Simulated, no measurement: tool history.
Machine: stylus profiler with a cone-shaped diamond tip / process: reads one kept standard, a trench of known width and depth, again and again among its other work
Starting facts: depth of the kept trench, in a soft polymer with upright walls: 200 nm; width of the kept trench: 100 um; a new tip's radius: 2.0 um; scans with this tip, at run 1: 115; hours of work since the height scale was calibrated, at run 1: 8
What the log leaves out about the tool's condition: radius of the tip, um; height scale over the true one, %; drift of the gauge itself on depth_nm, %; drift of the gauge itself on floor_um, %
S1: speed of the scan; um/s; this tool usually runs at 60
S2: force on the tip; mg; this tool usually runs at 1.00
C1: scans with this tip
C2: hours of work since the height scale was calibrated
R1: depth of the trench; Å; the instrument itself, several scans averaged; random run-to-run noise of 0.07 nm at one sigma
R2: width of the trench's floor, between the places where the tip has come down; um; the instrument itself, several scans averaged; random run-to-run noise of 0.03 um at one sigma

run    hour   S1    S2    C1   C2      R1     R2
  1     0.0   60  1.00   115    8  2016.7  97.96
  2    56.4   60  1.00   474   32  2016.9  97.94
  3   100.1   20  1.00   751   50  2015.6  98.09
  4   147.3   20  1.00  1051   70  2014.7  98.06
  5   189.2   19  1.00  1317   88  2015.9  98.13
  6   247.1   19  1.00  1685  112  2016.5  98.04
  7   274.8   19  1.00  1861  124  2015.0  98.00
  8   325.7   19  1.00  2184  146  2014.8  98.00
  9   362.7   60  0.45  2419  161  2008.1  97.64
 10   408.4  164  1.00  2709  181  2014.6  97.29
 11   460.1   21  1.00  3037  203  2015.0  97.93
 12   515.2   21  1.00  3388  226  2014.1  97.87
 13   540.8   16  1.00  3550  237  2013.7  97.89
 14   585.0   16  1.00  3831  256  2015.6  97.87
 15   621.3   16  1.00  4061  271  2014.1  97.83
 16   672.7   16  1.00  4388  293  2013.7  97.87
 17   716.4   24  1.00  4665  311  2014.5  97.77
 18   741.3   24  1.00  4823  322  2013.4  97.75
 19   776.6   24  0.46  5047  337  2007.0  97.73
 20   837.1   44  1.00  5432  363  2011.9  97.67
 21   874.2   60  2.08  5667  378  2023.5  97.66
 22   921.9   60  2.08  5971  399  2024.0  97.60
 23   980.5   60  2.08  6343  423  2023.1  97.60
 24  1009.5   60  2.08  6527  436  2022.8  97.59
 25  1056.5   15  2.57  6825  456  2026.2  97.73
 26  1112.7   34  0.60  7182  479  2006.5  97.54
 27  1140.3   42  2.96  7357  491  2029.8  97.55
 28  1187.8  156  1.63  7659  511  2017.5  97.05
 29  1241.2  156  1.63  7998  534  2016.6  97.07
 30  1285.3  156  1.63  8278  553  2017.0  97.02
 31  1333.2  156  1.63  8583  573  2016.6  97.01
 32  1361.2   25  1.17  8760  585  2011.8  97.52
 33  1396.6   25  1.17  8985  600  2012.4  97.46
     1413.4  -- new tip fitted, height scale calibrated
 34  1442.0   46  0.96   182   12  2015.5  97.98
 35  1471.1   60  0.63   367   24  2012.0  97.87
 36  1514.2   60  0.63   641   43  2011.6  97.86
 37  1564.2   60  0.63   958   64  2010.8  97.85
 38  1592.4   26  1.93  1137   76  2024.4  98.08
 39  1648.9   26  2.74  1496  100  2032.3  98.10
 40  1698.6  104  2.74  1811  121  2031.1  97.85
 41  1741.2   38  0.50  2082  139  2008.7  97.77
 42  1772.0   52  2.08  2278  152  2024.4  97.94
 43  1797.5   52  2.08  2439  163  2024.3  97.89
 44  1827.5   95  1.34  2630  176  2018.9  97.65
 45  1852.2   31  0.55  2787  186  2009.1  97.83
 46  1899.1  220  1.17  3085  206  2016.1  97.01

How the hidden state differs across the entries between the runs, from the last listed run before each to the first after it:
Between runs 33 and 34: new tip fitted, height scale calibrated (hour 1413.4)
  radius of the tip, um: 3.68 -> 2; height scale over the true one, %: -0.292 -> -0.022
  difference, measured minus the result without the unlogged condition, R1: -5.9 -> -0.5 Å; R2: -0.65 -> +0.00 um
